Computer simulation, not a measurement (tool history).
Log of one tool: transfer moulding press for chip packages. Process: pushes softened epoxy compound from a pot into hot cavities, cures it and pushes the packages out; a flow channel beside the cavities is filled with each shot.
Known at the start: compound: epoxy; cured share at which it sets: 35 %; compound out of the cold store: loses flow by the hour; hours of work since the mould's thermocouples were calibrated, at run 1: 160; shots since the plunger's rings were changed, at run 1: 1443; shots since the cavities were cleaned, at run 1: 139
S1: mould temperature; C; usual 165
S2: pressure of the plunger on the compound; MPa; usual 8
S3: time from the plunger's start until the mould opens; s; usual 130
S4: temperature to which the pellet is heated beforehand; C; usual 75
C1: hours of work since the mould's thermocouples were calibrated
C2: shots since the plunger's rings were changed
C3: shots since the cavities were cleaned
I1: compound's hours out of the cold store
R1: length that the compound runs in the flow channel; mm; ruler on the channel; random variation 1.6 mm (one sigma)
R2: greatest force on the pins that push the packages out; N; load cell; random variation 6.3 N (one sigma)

{"run": 1, "day": 0.0, "S1": 165, "S2": 8, "S3": 130, "S4": 75, "C1": 160, "C2": 1443, "C3": 139, "I1": 31.6, "R1": 630, "R2": 279}
{"run": 2, "day": 2.904, "S1": 165, "S2": 8, "S3": 130, "S4": 65, "C1": 209, "C2": 2213, "C3": 909, "I1": 19.5, "R1": 649, "R2": 357}
{"day": 3.575, "done": "cavities cleaned with cleaning compound and waxed"}
{"run": 3, "day": 4.938, "S1": 165, "S2": 8, "S3": 130, "S4": 75, "C1": 243, "C2": 2737, "C3": 362, "I1": 27.6, "R1": 627, "R2": 307}
{"day": 5.304, "done": "plunger's sealing rings changed"}
{"run": 4, "day": 7.583, "S1": 165, "S2": 8, "S3": 130, "S4": 75, "C1": 286, "C2": 605, "C3": 1036, "I1": 35.1, "R1": 630, "R2": 381}
{"day": 7.783, "done": "cavities cleaned with cleaning compound and waxed"}
{"run": 5, "day": 9.8, "S1": 165, "S2": 8, "S3": 130, "S4": 75, "C1": 323, "C2": 1178, "C3": 535, "I1": 20.7, "R1": 652, "R2": 327}
{"day": 11.85, "done": "cavities cleaned with cleaning compound and waxed"}
{"run": 6, "day": 12.779, "S1": 165, "S2": 8, "S3": 130, "S4": 69, "C1": 373, "C2": 1952, "C3": 247, "I1": 23.5, "R1": 640, "R2": 290}
{"day": 13.825, "done": "mould's thermocouples calibrated"}
{"run": 7, "day": 15.583, "S1": 165, "S2": 8, "S3": 130, "S4": 69, "C1": 30, "C2": 2674, "C3": 969, "I1": 9.9, "R1": 662, "R2": 358}
{"day": 16.004, "done": "plunger's sealing rings changed"}
{"day": 16.067, "done": "cavities cleaned with cleaning compound and waxed"}
{"run": 8, "day": 18.525, "S1": 165, "S2": 6.53, "S3": 130, "S4": 69, "C1": 77, "C2": 652, "C3": 652, "I1": 16.4, "R1": 598, "R2": 338}
{"day": 20.175, "done": "cavities cleaned with cleaning compound and waxed"}
{"run": 9, "day": 20.454, "S1": 165, "S2": 6.53, "S3": 130, "S4": 69, "C1": 109, "C2": 1149, "C3": 74, "I1": 8.9, "R1": 614, "R2": 260}
{"run": 10, "day": 23.233, "S1": 165, "S2": 6.53, "S3": 130, "S4": 69, "C1": 156, "C2": 1886, "C3": 811, "I1": 22.7, "R1": 580, "R2": 349}
{"day": 24.296, "done": "cavities cleaned with cleaning compound and waxed"}
{"run": 11, "day": 25.212, "S1": 165, "S2": 6.53, "S3": 130, "S4": 69, "C1": 189, "C2": 2395, "C3": 243, "I1": 21.2, "R1": 580, "R2": 287}
{"day": 26.65, "done": "plunger's sealing rings changed"}
{"run": 12, "day": 26.883, "S1": 165, "S2": 9.31, "S3": 130, "S4": 75, "C1": 216, "C2": 61, "C3": 659, "I1": 28.1, "R1": 692, "R2": 355}
{"day": 28.429, "done": "cavities cleaned with cleaning compound and waxed"}
{"run": 13, "day": 28.433, "S1": 157, "S2": 8.31, "S3": 165, "S4": 67, "C1": 241, "C2": 456, "C3": 1, "I1": 12, "R1": 720, "R2": 247}
{"day": 28.942, "done": "mould's thermocouples calibrated, once more"}
{"run": 14, "day": 31.321, "S1": 171, "S2": 6.11, "S3": 145, "S4": 81, "C1": 41, "C2": 1201, "C3": 746, "I1": 28.6, "R1": 539, "R2": 303}
{"day": 32.638, "done": "cavities cleaned with cleaning compound and waxed"}
{"run": 15, "day": 34.083, "S1": 164, "S2": 8, "S3": 130, "S4": 78, "C1": 87, "C2": 1917, "C3": 384, "I1": 29, "R1": 633, "R2": 305}
{"day": 36.846, "done": "cavities cleaned with cleaning compound and waxed"}
{"run": 16, "day": 37.033, "S1": 164, "S2": 8, "S3": 130, "S4": 78, "C1": 136, "C2": 2684, "C3": 50, "I1": 36.5, "R1": 613, "R2": 271}
{"day": 37.404, "done": "plunger's sealing rings changed"}
{"run": 17, "day": 38.717, "S1": 172, "S2": 8, "S3": 129, "S4": 75, "C1": 163, "C2": 348, "C3": 469, "I1": 24.4, "R1": 630, "R2": 317}
{"day": 41.042, "done": "cavities cleaned with cleaning compound and waxed"}
{"run": 18, "day": 41.046, "S1": 165, "S2": 6.16, "S3": 130, "S4": 75, "C1": 201, "C2": 950, "C3": 1, "I1": 13.2, "R1": 588, "R2": 250}
{"run": 19, "day": 42.362, "S1": 165, "S2": 9.96, "S3": 120, "S4": 75, "C1": 224, "C2": 1299, "C3": 350, "I1": 9.7, "R1": 753, "R2": 314}
{"run": 20, "day": 44.604, "S1": 165, "S2": 9.96, "S3": 120, "S4": 75, "C1": 262, "C2": 1894, "C3": 945, "I1": 35.2, "R1": 688, "R2": 370}
{"day": 45.071, "done": "cavities cleaned with cleaning compound and waxed"}
{"run": 21, "day": 46.938, "S1": 165, "S2": 9.96, "S3": 120, "S4": 75, "C1": 301, "C2": 2497, "C3": 495, "I1": 33.1, "R1": 689, "R2": 334}
{"day": 48.15, "done": "plunger's sealing rings changed"}
{"run": 22, "day": 48.596, "S1": 160, "S2": 7.42, "S3": 145, "S4": 75, "C1": 327, "C2": 119, "C3": 908, "I1": 13.9, "R1": 665, "R2": 383}

Forecast each of these 5 alternatives for the next run:
{"day": 49.196, "done": "cavities cleaned with cleaning compound and waxed"}
{"run": "A", "day": 51.612, "S1": 160, "S2": 6.32, "S3": 145, "S4": 75, "C1": 378, "C2": 903, "C3": 641, "I1": 31.9, "R1": "?", "R2": "?"}
{"day": 49.196, "done": "cavities cleaned with cleaning compound and waxed"}
{"run": "B", "day": 51.612, "S1": 160, "S2": 7.42, "S3": 145, "S4": 65, "C1": 378, "C2": 903, "C3": 641, "I1": 47.9, "R1": "?", "R2": "?"}
{"day": 49.196, "done": "cavities cleaned with cleaning compound and waxed"}
{"run": "C", "day": 51.612, "S1": 160, "S2": 9.62, "S3": 145, "S4": 75, "C1": 378, "C2": 903, "C3": 641, "I1": 32, "R1": "?", "R2": "?"}
{"day": 49.196, "done": "cavities cleaned with cleaning compound and waxed"}
{"run": "D", "day": 51.612, "S1": 162, "S2": 7.42, "S3": 145, "S4": 75, "C1": 378, "C2": 903, "C3": 641, "I1": 13.8, "R1": "?", "R2": "?"}
{"day": 49.196, "done": "cavities cleaned with cleaning compound and waxed"}
{"run": "E", "day": 51.612, "S1": 169, "S2": 9.54, "S3": 135, "S4": 75, "C1": 378, "C2": 903, "C3": 641, "I1": 18.6, "R1": "?", "R2": "?"}

run=A R1=575 R2=359
run=B R1=591 R2=345
run=C R1=709 R2=350
run=D R1=650 R2=352
run=E R1=702 R2=317
Without the tool's hidden state the same runs would have given:
run=A R1=586 R2=262
run=B R1=603 R2=249
run=C R1=723 R2=255
run=D R1=662 R2=255
run=E R1=715 R2=225
